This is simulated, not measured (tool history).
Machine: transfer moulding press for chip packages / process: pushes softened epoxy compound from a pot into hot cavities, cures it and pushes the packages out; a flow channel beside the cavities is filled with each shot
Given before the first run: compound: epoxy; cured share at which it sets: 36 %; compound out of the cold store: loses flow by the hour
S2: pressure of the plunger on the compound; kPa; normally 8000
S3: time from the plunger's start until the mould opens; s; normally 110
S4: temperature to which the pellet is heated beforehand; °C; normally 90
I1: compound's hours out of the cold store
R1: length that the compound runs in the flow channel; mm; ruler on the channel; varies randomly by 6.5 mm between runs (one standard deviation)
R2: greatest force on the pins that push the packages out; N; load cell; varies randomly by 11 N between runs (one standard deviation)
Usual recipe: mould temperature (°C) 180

{"run": 1, "hour": 0.0, "mould temperature (°C)": 180, "S2": 8000, "S3": 110, "S4": 90, "I1": 45.5, "R1": 775, "R2": 570}
{"run": 2, "hour": 17.6, "mould temperature (°C)": 180, "S2": 8000, "S3": 110, "S4": 90, "I1": 16.1, "R1": 886, "R2": 616}
{"run": 3, "hour": 30.6, "mould temperature (°C)": 180, "S2": 8000, "S3": 110, "S4": 90, "I1": 41.9, "R1": 788, "R2": 656}
{"run": 4, "hour": 45.1, "mould temperature (°C)": 180, "S2": 8000, "S3": 104, "S4": 90, "I1": 37, "R1": 811, "R2": 717}
{"run": 5, "hour": 62.8, "mould temperature (°C)": 180, "S2": 8000, "S3": 110, "S4": 90, "I1": 28.4, "R1": 835, "R2": 549}
{"run": 6, "hour": 72.5, "mould temperature (°C)": 180, "S2": 8000, "S3": 110, "S4": 90, "I1": 46.7, "R1": 768, "R2": 589}
{"run": 7, "hour": 81.5, "mould temperature (°C)": 180, "S2": 8000, "S3": 96, "S4": 90, "I1": 20.8, "R1": 856, "R2": 736}
{"run": 8, "hour": 96.8, "mould temperature (°C)": 180, "S2": 8000, "S3": 96, "S4": 90, "I1": 26.3, "R1": 830, "R2": 737}
{"run": 9, "hour": 117.7, "mould temperature (°C)": 180, "S2": 8000, "S3": 96, "S4": 90, "I1": 29.6, "R1": 821, "R2": 568}
{"run": 10, "hour": 136.1, "mould temperature (°C)": 178, "S2": 8000, "S3": 96, "S4": 90, "I1": 21.1, "R1": 854, "R2": 745}
{"run": 11, "hour": 146.4, "mould temperature (°C)": 180, "S2": 6450, "S3": 110, "S4": 81, "I1": 15.3, "R1": 780, "R2": 614}
{"run": 12, "hour": 163.9, "mould temperature (°C)": 180, "S2": 8000, "S3": 110, "S4": 84, "I1": 13.8, "R1": 880, "R2": 664}
{"run": 13, "hour": 183.8, "mould temperature (°C)": 184, "S2": 6140, "S3": 110, "S4": 88, "I1": 47.7, "R1": 675, "R2": 488}
{"run": 14, "hour": 203.9, "mould temperature (°C)": 180, "S2": 8000, "S3": 103, "S4": 90, "I1": 24.3, "R1": 871, "R2": 632}
{"run": 15, "hour": 223.6, "mould temperature (°C)": 180, "S2": 6560, "S3": 133, "S4": 81, "I1": 23.3, "R1": 781, "R2": 626}
{"run": 16, "hour": 244.8, "mould temperature (°C)": 187, "S2": 8420, "S3": 139, "S4": 95, "I1": 47.6, "R1": 768, "R2": 475}
{"run": 17, "hour": 265.3, "mould temperature (°C)": 187, "S2": 8420, "S3": 139, "S4": 95, "I1": 20.3, "R1": 860, "R2": 542}
{"run": 18, "hour": 274.3, "mould temperature (°C)": 187, "S2": 8420, "S3": 139, "S4": 95, "I1": 45.8, "R1": 782, "R2": 568}

Taken out of this log: 5 entries between the listed runs. Where each belongs, and how the hidden state differs across it:
Logged between run 4 and run 5: cavities cleaned with cleaning compound and waxed (hour 47.9)
  true mould temperature over the reading, C: 0.48 -> 0.51; pressure that reaches the compound, % of what is set: 95.23 -> 94.94; grip of the stained cavities, % over clean ones': 43.3 -> 16
  the result without the hidden state subtracted from the measured one, R1: -22 -> -24 mm; R2: +210 -> +70 N
Logged between run 8 and run 9: cavities cleaned with cleaning compound and waxed (hour 111.5)
  true mould temperature over the reading, C: 0.57 -> 0.6; pressure that reaches the compound, % of what is set: 94.3 -> 93.94; grip of the stained cavities, % over clean ones': 37.7 -> 7
  the result without the hidden state subtracted from the measured one, R1: -27 -> -29 mm; R2: +189 -> +22 N
Logged between run 12 and run 13: cavities cleaned with cleaning compound and waxed (hour 174.5); plunger's sealing rings changed (hour 183.1)
  true mould temperature over the reading, C: 0.68 -> 0.71; pressure that reaches the compound, % of what is set: 93.1 -> 99.17; grip of the stained cavities, % over clean ones': 37.5 -> 8.5
  the result without the hidden state subtracted from the measured one, R1: -35 -> -5 mm; R2: +173 -> +37 N
Logged between run 15 and run 16: cavities cleaned with cleaning compound and waxed (hour 241.1)
  true mould temperature over the reading, C: 0.78 -> 0.82; pressure that reaches the compound, % of what is set: 98.43 -> 98.05; grip of the stained cavities, % over clean ones': 35.9 -> 4.5
  the result without the hidden state subtracted from the measured one, R1: -9 -> -10 mm; R2: +164 -> +20 N
